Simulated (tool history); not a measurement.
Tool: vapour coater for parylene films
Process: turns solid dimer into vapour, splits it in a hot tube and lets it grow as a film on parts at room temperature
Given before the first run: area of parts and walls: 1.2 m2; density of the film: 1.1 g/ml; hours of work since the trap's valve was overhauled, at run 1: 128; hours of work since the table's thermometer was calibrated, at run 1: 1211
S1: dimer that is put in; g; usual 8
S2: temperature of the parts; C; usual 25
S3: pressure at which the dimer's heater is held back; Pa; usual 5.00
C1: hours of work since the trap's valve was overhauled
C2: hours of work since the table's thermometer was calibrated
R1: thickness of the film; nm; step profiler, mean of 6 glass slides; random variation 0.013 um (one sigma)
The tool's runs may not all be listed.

{"run": 1, "hour": 0.0, "S1": 8, "S2": 25, "S3": 5.0, "C1": 128, "C2": 1211, "R1": 2880}
{"run": 2, "hour": 40.0, "S1": 8, "S2": 25, "S3": 5.0, "C1": 152, "C2": 1235, "R1": 2870}
{"run": 3, "hour": 84.3, "S1": 8, "S2": 29, "S3": 5.0, "C1": 178, "C2": 1261, "R1": 2630}
{"run": 4, "hour": 119.6, "S1": 8, "S2": 29, "S3": 5.0, "C1": 200, "C2": 1283, "R1": 2630}
{"run": 5, "hour": 187.9, "S1": 8, "S2": 29, "S3": 5.0, "C1": 241, "C2": 1324, "R1": 2650}
{"hour": 232.1, "done": "trap's valve overhauled"}
{"run": 6, "hour": 266.4, "S1": 8, "S2": 25, "S3": 5.0, "C1": 21, "C2": 1369, "R1": 2890}
{"hour": 318.1, "done": "table's thermometer calibrated"}
{"run": 7, "hour": 322.2, "S1": 8, "S2": 25, "S3": 4.67, "C1": 54, "C2": 2, "R1": 2900}
{"run": 8, "hour": 359.6, "S1": 8, "S2": 25, "S3": 5.0, "C1": 76, "C2": 25, "R1": 2900}
{"run": 9, "hour": 426.6, "S1": 8, "S2": 25, "S3": 5.0, "C1": 117, "C2": 65, "R1": 2880}
{"run": 10, "hour": 503.3, "S1": 8, "S2": 27, "S3": 5.0, "C1": 163, "C2": 111, "R1": 2760}
{"run": 11, "hour": 557.3, "S1": 8, "S2": 25, "S3": 5.0, "C1": 195, "C2": 144, "R1": 2880}
{"run": 12, "hour": 623.4, "S1": 7, "S2": 28, "S3": 9.79, "C1": 235, "C2": 184, "R1": 2150}
{"hour": 673.7, "done": "trap's valve overhauled"}
{"run": 13, "hour": 688.8, "S1": 8, "S2": 30, "S3": 2.76, "C1": 9, "C2": 221, "R1": 2780}
{"run": 14, "hour": 755.5, "S1": 6, "S2": 33, "S3": 3.58, "C1": 49, "C2": 261, "R1": 1880}
{"run": 15, "hour": 836.2, "S1": 5, "S2": 25, "S3": 2.53, "C1": 98, "C2": 309, "R1": 1990}
{"run": 16, "hour": 880.7, "S1": 5, "S2": 25, "S3": 2.53, "C1": 125, "C2": 336, "R1": 1970}
{"run": 17, "hour": 917.7, "S1": 5, "S2": 28, "S3": 5.0, "C1": 147, "C2": 359, "R1": 1700}
{"run": 18, "hour": 995.4, "S1": 5, "S2": 28, "S3": 5.0, "C1": 194, "C2": 405, "R1": 1710}
{"run": 19, "hour": 1038.3, "S1": 5, "S2": 28, "S3": 9.06, "C1": 219, "C2": 431, "R1": 1580}
{"run": 20, "hour": 1083.0, "S1": 5, "S2": 28, "S3": 9.06, "C1": 246, "C2": 458, "R1": 1590}
{"hour": 1112.3, "done": "trap's valve overhauled"}
{"run": 21, "hour": 1151.8, "S1": 5, "S2": 28, "S3": 9.06, "C1": 24, "C2": 497, "R1": 1580}

Forecast each of these 4 alternatives for the next run:
{"run": "A", "hour": 1220.8, "S1": 7, "S2": 25, "S3": 5.0, "C1": 65, "C2": 538, "R1": "?"}
{"run": "B", "hour": 1220.8, "S1": 8, "S2": 28, "S3": 8.86, "C1": 65, "C2": 538, "R1": "?"}
{"run": "C", "hour": 1220.8, "S1": 10, "S2": 26, "S3": 2.42, "C1": 65, "C2": 538, "R1": "?"}
{"run": "D", "hour": 1220.8, "S1": 3, "S2": 23, "S3": 4.95, "C1": 65, "C2": 538, "R1": "?"}

run=A R1=2550
run=B R1=2520
run=C R1=3930
run=D R1=1150
Stripped of hidden state, with their random variation kept, the same runs would have yielded:
run=A R1=2510
run=B R1=2480
run=C R1=3870
run=D R1=1130
